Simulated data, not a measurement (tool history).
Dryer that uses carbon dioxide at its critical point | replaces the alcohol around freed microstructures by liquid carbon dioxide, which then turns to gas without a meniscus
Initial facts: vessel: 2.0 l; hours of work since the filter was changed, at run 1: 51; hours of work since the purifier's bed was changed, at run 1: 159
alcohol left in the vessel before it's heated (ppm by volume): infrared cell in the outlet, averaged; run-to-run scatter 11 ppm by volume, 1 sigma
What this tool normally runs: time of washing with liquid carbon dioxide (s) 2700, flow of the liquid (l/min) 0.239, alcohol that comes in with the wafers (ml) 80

run	hour	time of washing with liquid carbon dioxide (s)	flow of the liquid (l/min)	alcohol that comes in with the wafers (ml)	hours of work since the filter was changed	hours of work since the purifier's bed was changed	alcohol left in the vessel before it's heated (ppm by volume)
1	0	2700	0.239	80	51	159	742
2	23.2	2700	0.239	80	67	174	718
3	43.6	2820	0.239	80	81	188	637
4	64.4	2820	0.239	80	95	202	619
5	80.6	2820	0.239	80	106	213	635
6	96.4	2820	0.239	80	116	224	690
7	118.1	2700	0.291	80	131	238	354
8	130.4	2700	0.239	80	139	247	790
9	141.9	2700	0.239	80	147	254	849
10	153.8	2700	0.239	80	155	262	833

For run 11, what comes out?
11	167.3	4260	0.182	80	164	272	?

Run 11 gave alcohol left in the vessel before it's heated (ppm by volume) 425.
With no hidden state in the tool, this same run would have given alcohol left in the vessel before it's heated (ppm by volume) 291.
